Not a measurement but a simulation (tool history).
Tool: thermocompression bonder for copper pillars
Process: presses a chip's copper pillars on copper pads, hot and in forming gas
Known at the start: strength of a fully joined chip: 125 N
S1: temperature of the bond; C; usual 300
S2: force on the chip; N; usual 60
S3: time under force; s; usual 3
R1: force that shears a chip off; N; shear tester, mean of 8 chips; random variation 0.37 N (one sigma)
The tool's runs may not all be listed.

run   hour   S1  S2  S3    R1
  1      0  300  60   3  68.2
  2   18.8  301  60   3    68
  3     43  301  64   3  73.6
  4     63  301  64   3  73.3
  5   97.9  311  60   3  74.4
  6    126  311  60   3  74.6
  7  142.4  300  60   3  68.1
  8  180.3  300  60   3  67.8
  9  196.4  300  60   3  67.2
 10  212.7  300  60   3  67.6
 11  230.9  300  60   3  67.5
 12  254.1  286  60   3  59.5
 13  270.5  286  60   3  59.5

Forecast run 14:
 14  307.6  286  60   3   ?

{"run 14": {"R1": 59.2}}
Without the tool's hidden state the same run would have given R1 59.4 N.

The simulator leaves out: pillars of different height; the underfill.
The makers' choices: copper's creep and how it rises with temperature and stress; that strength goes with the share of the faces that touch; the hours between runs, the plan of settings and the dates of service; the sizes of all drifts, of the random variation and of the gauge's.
